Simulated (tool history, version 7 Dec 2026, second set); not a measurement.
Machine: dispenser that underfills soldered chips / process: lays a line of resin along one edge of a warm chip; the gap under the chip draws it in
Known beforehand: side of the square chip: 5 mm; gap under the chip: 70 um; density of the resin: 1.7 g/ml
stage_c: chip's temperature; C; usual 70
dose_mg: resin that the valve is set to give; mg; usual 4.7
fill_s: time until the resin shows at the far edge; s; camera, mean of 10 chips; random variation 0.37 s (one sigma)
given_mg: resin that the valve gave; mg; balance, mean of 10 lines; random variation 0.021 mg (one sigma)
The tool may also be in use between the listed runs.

run 1 hour=0 | stage_c=70 dose_mg=4.7 | fill_s=23.6 given_mg=4.7
-- hour=6.1 new syringe of resin
run 2 hour=10 | stage_c=70 dose_mg=4.7 | fill_s=24.6 given_mg=4.65
-- hour=15.4 new syringe of resin
-- hour=24.4 new syringe of resin
run 3 hour=24.4 | stage_c=70 dose_mg=4.7 | fill_s=20.5 given_mg=4.58
run 4 hour=32.3 | stage_c=70 dose_mg=6.01 | fill_s=27.3 given_mg=5.9
-- hour=33.6 new syringe of resin
-- hour=42.8 new syringe of resin
run 5 hour=42.8 | stage_c=70 dose_mg=6.01 | fill_s=19.9 given_mg=5.89
run 6 hour=49.8 | stage_c=70 dose_mg=6.01 | fill_s=27.4 given_mg=5.88
-- hour=51.7 new syringe of resin
run 7 hour=56.8 | stage_c=62 dose_mg=6.01 | fill_s=36.4 given_mg=5.87
-- hour=60.6 new syringe of resin
-- hour=69.8 new syringe of resin
run 8 hour=69.8 | stage_c=70 dose_mg=5.74 | fill_s=20.6 given_mg=5.59
run 9 hour=76.8 | stage_c=70 dose_mg=5.74 | fill_s=26.8 given_mg=5.57
-- hour=79 new syringe of resin
-- hour=81.7 dispensing valve cleaned and set on the balance
-- hour=89.1 new syringe of resin
run 10 hour=90.5 | stage_c=75 dose_mg=5.02 | fill_s=18 given_mg=5
-- hour=98.5 new syringe of resin
run 11 hour=104 | stage_c=75 dose_mg=5.02 | fill_s=20.7 given_mg=4.97
-- hour=107.4 new syringe of resin
run 12 hour=112.4 | stage_c=74 dose_mg=4.65 | fill_s=20.9 given_mg=4.62
-- hour=116.6 new syringe of resin
run 13 hour=124.1 | stage_c=57 dose_mg=5.48 | fill_s=51.1 given_mg=5.4
-- hour=125.8 new syringe of resin
run 14 hour=134.2 | stage_c=81 dose_mg=4.54 | fill_s=18.2 given_mg=4.48
-- hour=135.7 new syringe of resin
run 15 hour=142.2 | stage_c=81 dose_mg=4.54 | fill_s=17.5 given_mg=4.45

For run 16, what comes out?
-- hour=144.8 new syringe of resin
run 16 hour=150.3 | stage_c=76 dose_mg=5.95 | fill_s=? given_mg=?

{"run 16": {"fill_s": 19.4, "given_mg": 5.83}}
With no hidden state in the tool, this same run would have given fill_s 16.1 s, given_mg 5.95 mg.
